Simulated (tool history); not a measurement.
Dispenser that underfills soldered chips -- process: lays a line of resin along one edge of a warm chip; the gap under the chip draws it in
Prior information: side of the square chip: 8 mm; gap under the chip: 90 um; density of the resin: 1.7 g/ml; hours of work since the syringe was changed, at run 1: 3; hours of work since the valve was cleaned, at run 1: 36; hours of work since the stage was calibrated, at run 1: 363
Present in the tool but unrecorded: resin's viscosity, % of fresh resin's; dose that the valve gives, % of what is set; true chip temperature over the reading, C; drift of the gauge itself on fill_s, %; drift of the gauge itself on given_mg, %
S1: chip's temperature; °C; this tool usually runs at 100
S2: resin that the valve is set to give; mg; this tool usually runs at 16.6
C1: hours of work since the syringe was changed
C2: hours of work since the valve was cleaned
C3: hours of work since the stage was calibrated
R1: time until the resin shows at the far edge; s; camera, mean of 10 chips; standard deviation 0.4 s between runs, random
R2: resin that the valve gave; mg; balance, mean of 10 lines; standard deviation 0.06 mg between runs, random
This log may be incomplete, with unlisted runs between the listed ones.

| run | hour | S1 | S2 | C1 | C2 | C3 | R1 | R2 |
|---|---|---|---|---|---|---|---|---|
| 1 | 0.0 | 100 | 16.6 | 3 | 36 | 363 | 30.6 | 16.14 |
|  | 4.0 | new syringe of resin |
| 2 | 6.6 | 100 | 16.6 | 2 | 41 | 368 | 28.1 | 16.15 |
|  | 12.2 | new syringe of resin |
| 3 | 18.0 | 100 | 16.6 | 4 | 49 | 376 | 32.5 | 15.91 |
|  | 19.8 | new syringe of resin |
| 4 | 25.2 | 100 | 16.6 | 4 | 55 | 382 | 31.5 | 15.91 |
|  | 28.0 | new syringe of resin |
|  | 35.4 | new syringe of resin |
| 5 | 37.0 | 100 | 16.6 | 1 | 63 | 390 | 26.8 | 15.72 |
|  | 42.8 | new syringe of resin |
|  | 47.4 | dispensing valve cleaned and set on the balance |
| 6 | 50.7 | 100 | 16.6 | 5 | 2 | 399 | 34.8 | 16.60 |
|  | 51.9 | new syringe of resin |
|  | 60.0 | new syringe of resin |
| 7 | 60.0 | 100 | 16.6 | 0 | 9 | 406 | 25.0 | 16.58 |
|  | 67.7 | new syringe of resin |
| 8 | 67.7 | 92 | 16.6 | 0 | 15 | 411 | 35.2 | 16.44 |
| 9 | 73.4 | 92 | 16.6 | 4 | 19 | 416 | 45.3 | 16.35 |
|  | 75.4 | new syringe of resin |
|  | 82.8 | new syringe of resin |
| 10 | 83.2 | 92 | 16.6 | 0 | 26 | 423 | 33.4 | 16.27 |
|  | 90.2 | new syringe of resin |
| 11 | 93.5 | 103 | 16.6 | 2 | 33 | 430 | 26.3 | 16.02 |
|  | 98.1 | new syringe of resin |
| 12 | 99.9 | 100 | 17.1 | 1 | 38 | 435 | 26.3 | 16.58 |
|  | 105.8 | new syringe of resin |
| 13 | 110.4 | 100 | 17.1 | 3 | 46 | 442 | 30.8 | 16.46 |
|  | 113.6 | new syringe of resin |
| 14 | 118.0 | 100 | 16.6 | 3 | 51 | 448 | 30.1 | 15.92 |
|  | 121.6 | new syringe of resin |
| 15 | 126.1 | 103 | 16.6 | 3 | 57 | 454 | 28.1 | 15.75 |
|  | 129.0 | new syringe of resin |
| 16 | 132.6 | 100 | 16.6 | 3 | 62 | 458 | 29.0 | 15.74 |
|  | 136.8 | new syringe of resin |
| 17 | 141.9 | 100 | 16.6 | 4 | 68 | 465 | 31.8 | 15.79 |
|  | 144.9 | dispensing valve cleaned and set on the balance |
|  | 146.1 | new syringe of resin |
| 18 | 149.3 | 100 | 16.6 | 2 | 3 | 470 | 28.0 | 16.57 |
|  | 154.3 | new syringe of resin |
| 19 | 155.4 | 100 | 16.6 | 1 | 7 | 474 | 25.5 | 16.45 |
|  | 161.8 | new syringe of resin |
| 20 | 165.9 | 91 | 19.0 | 3 | 15 | 482 | 41.5 | 18.79 |
|  | 169.6 | new syringe of resin |
| 21 | 174.2 | 111 | 15.4 | 3 | 21 | 488 | 21.3 | 15.09 |
|  | 177.4 | new syringe of resin |
| 22 | 182.6 | 87 | 21.4 | 4 | 27 | 494 | 51.1 | 20.90 |
|  | 185.4 | new syringe of resin |
| 23 | 192.3 | 100 | 20.0 | 5 | 34 | 501 | 33.6 | 19.45 |
|  | 193.5 | new syringe of resin |
|  | 201.3 | new syringe of resin |
| 24 | 203.0 | 100 | 20.0 | 1 | 42 | 509 | 26.6 | 19.36 |
|  | 205.9 | stage's temperature calibrated |
|  | 210.4 | new syringe of resin |
| 25 | 210.8 | 100 | 20.0 | 0 | 47 | 3 | 26.9 | 19.23 |
|  | 218.2 | new syringe of resin |
| 26 | 220.0 | 107 | 19.8 | 1 | 54 | 10 | 21.7 | 18.92 |
|  | 225.9 | new syringe of resin |
| 27 | 227.8 | 106 | 17.7 | 1 | 59 | 16 | 23.2 | 16.83 |
|  | 233.3 | new syringe of resin |
| 28 | 237.0 | 106 | 17.7 | 3 | 66 | 22 | 26.8 | 16.89 |
|  | 241.5 | new syringe of resin |
|  | 243.4 | dispensing valve cleaned and set on the balance |
| 29 | 247.5 | 108 | 14.9 | 4 | 3 | 29 | 25.4 | 14.77 |
|  | 250.0 | new syringe of resin |
| 30 | 256.3 | 108 | 14.9 | 5 | 9 | 36 | 26.6 | 14.77 |
|  | 257.9 | new syringe of resin |
| 31 | 264.7 | 108 | 16.7 | 5 | 16 | 42 | 27.5 | 16.50 |
|  | 265.8 | new syringe of resin |
|  | 273.7 | new syringe of resin |
| 32 | 277.1 | 107 | 16.7 | 3 | 24 | 51 | 24.5 | 16.42 |
|  | 281.2 | new syringe of resin |
| 33 | 285.3 | 103 | 18.0 | 3 | 30 | 57 | 28.7 | 17.66 |

Table of differences, measured result less the result of that run with no hidden state. Run-to-run variation is the same in both. Gauge scatter possibly is not:
| run | R1 | R2 |
|---|---|---|
| 1 | +3.3 | -0.48 |
| 2 | +1.1 | -0.55 |
| 3 | +5.7 | -0.64 |
| 4 | +4.8 | -0.73 |
| 5 | +0.0 | -0.82 |
| 6 | +7.2 | -0.05 |
| 7 | -2.5 | -0.13 |
| 8 | -1.9 | -0.21 |
| 9 | +8.6 | -0.27 |
| 10 | -1.9 | -0.35 |
| 11 | +1.7 | -0.45 |
| 12 | -0.2 | -0.53 |
| 13 | +3.8 | -0.62 |
| 14 | +3.5 | -0.67 |
| 15 | +3.1 | -0.74 |
| 16 | +2.4 | -0.81 |
| 17 | +4.6 | -0.89 |
| 18 | +1.7 | -0.07 |
| 19 | -0.8 | -0.12 |
| 20 | +3.8 | -0.25 |
| 21 | +2.6 | -0.27 |
| 22 | +6.8 | -0.48 |
| 23 | +6.9 | -0.56 |
| 24 | -0.1 | -0.66 |
| 25 | +0.4 | -0.75 |
| 26 | +1.7 | -0.83 |
| 27 | +1.6 | -0.82 |
| 28 | +4.5 | -0.92 |
| 29 | +5.2 | -0.05 |
| 30 | +6.5 | -0.12 |
| 31 | +7.1 | -0.21 |
| 32 | +3.4 | -0.32 |
| 33 | +4.4 | -0.42 |
